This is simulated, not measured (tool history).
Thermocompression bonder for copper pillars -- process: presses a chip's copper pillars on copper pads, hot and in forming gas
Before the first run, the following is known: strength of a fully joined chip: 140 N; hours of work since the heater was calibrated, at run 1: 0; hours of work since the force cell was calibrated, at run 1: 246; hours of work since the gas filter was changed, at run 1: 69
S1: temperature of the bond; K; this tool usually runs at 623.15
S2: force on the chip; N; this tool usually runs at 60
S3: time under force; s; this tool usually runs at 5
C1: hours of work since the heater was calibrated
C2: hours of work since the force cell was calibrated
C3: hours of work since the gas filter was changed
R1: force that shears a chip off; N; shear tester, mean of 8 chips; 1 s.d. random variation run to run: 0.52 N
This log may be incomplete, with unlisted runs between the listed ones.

run   hour      S1  S2  S3   C1   C2   C3    R1
  1      0  623.15  60   5    0  246   69  48.1
  2   23.8  623.15  60   4   18  264   88  43.8
  3   47.6  623.15  60   5   37  282  106  48.2
  4   79.1  623.15  60   5   61  306  130  47.7
  5    104  623.15  60   5   80  326  149  46.4
     130.7  -- forming gas filter changed
  6  139.3  623.15  76   5  106  352    7    56
  7  164.4  623.15  76   5  126  372   26  55.4
  8  183.4  599.15  47  10  140  386   40  40.1
  9  210.2  623.15  60  13  161  407   61  68.8
 10  226.4  623.15  60  13  173  419   74  66.9
 11  255.1  623.15  39   3  195  441   96  29.5
 12  278.4  623.15  76   5  213  459  113  53.6
 13  296.8  623.15  76   5  227  473  127  52.5

Across each entry between runs, compare the hidden state at the last listed run before it with the hidden state at the first listed run after it:
Runs 5 to 6: forming gas filter changed (hour 130.7)
  true temperature of the bond over the reading, C: -2 -> -2.3; force that reaches the chip, % of what is set: 101.7 -> 101.8; oxide that the forming gas leaves, % of the face: 5.54 -> 0.79
  what was measured, less what the result would be without the hidden state, R1: -3.2 -> -1.2 N
